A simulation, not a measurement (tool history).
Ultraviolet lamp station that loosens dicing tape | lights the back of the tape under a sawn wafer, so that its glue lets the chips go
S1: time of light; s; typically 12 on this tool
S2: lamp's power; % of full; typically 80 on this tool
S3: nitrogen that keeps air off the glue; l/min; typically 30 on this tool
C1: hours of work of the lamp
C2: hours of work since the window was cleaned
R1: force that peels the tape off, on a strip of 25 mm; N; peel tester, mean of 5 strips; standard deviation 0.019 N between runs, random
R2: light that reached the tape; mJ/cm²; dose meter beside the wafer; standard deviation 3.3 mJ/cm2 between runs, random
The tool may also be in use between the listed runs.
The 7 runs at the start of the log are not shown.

run	day	S1	S2	S3	C1	C2	R1	R2
8	8.133	12	80	30	1067	433	1.67	361
9	9.342	12	80	30	1086	452	1.689	359
10	10.767	12	80	30	1108	475	1.835	351
11	12.179	12	80	30	1131	497	1.773	349
12	14.029	12	80	30	1160	526	1.861	340
13	15.846	12	80	30	1188	555	1.885	333
# day 17.717: window cleaned of glue's vapour
14	17.721	12	62	30	1217	0	1.994	311
15	19.325	12	80	30	1243	25	1.521	391
16	20.904	12	80	31	1267	50	1.517	388
17	22.817	12	72	30	1297	80	1.782	341
18	23.692	12	80	30	1311	94	1.63	375
19	24.742	12	80	30	1328	110	1.607	374
20	25.738	12	80	30	1343	126	1.623	368
21	27.188	12	80	24	1366	149	1.8	368
22	28.742	12	90	13	1391	173	1.835	405
23	30.796	21	75	14	1423	206	1.047	576
24	31.95	12	71	30	1441	224	2.003	306
25	33.258	6	87	30	1462	244	3.498	187
26	34.783	6	87	30	1486	268	3.44	187
27	35.742	12	62	19	1501	283	2.731	262
28	36.642	12	80	36	1515	297	1.782	334
29	38.708	12	80	36	1547	330	1.816	328
30	40.771	12	86	30	1580	362	1.731	345
31	42.371	12	80	24	1605	388	2.199	310

What will run 32 give?
32	43.912	7	80	30	1629	412	?	?

{"run 32": {"R1": 3.524, "R2": 179}}
With no hidden state in the tool, this same run would have given R1 2.088 N, R2 308 mJ/cm².
